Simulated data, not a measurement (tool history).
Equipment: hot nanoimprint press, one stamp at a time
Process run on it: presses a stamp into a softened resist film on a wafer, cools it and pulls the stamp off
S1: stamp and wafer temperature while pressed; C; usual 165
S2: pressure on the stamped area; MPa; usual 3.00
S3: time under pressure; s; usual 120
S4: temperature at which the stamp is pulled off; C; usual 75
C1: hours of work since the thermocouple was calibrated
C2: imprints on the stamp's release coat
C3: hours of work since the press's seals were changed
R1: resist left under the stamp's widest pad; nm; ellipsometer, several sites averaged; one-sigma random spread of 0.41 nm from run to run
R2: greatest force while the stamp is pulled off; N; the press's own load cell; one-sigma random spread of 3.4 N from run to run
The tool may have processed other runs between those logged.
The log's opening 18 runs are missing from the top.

run,hour,S1,S2,S3,S4,C1,C2,C3,R1,R2
19,139.6,157,2.27,157,73,312,2074,293,130.9,251
20,146.0,165,2.79,120,75,316,2098,298,91.2,246
# hour 154.7: stamp cleaned and given a new release coat
21,158.4,165,2.79,120,75,320,14,302,90.9,157
22,166.6,165,2.79,120,75,326,45,308,91.4,158
23,171.6,158,3.99,192,83,329,64,311,88.4,142
24,178.3,156,2.55,82,75,334,90,316,149.3,162
25,185.3,165,2.28,120,78,338,116,320,101.3,156
26,190.4,165,2.28,132,77,342,135,324,98.4,164

Run 27 comes next. What will it give?
27,194.9,165,2.28,132,77,345,153,327,?,?

Run 27 yielded R1 97.9 nm, R2 159 N.
The same run, on a tool lacking any hidden state, would have yielded R1 101.8 nm, R2 156 N.
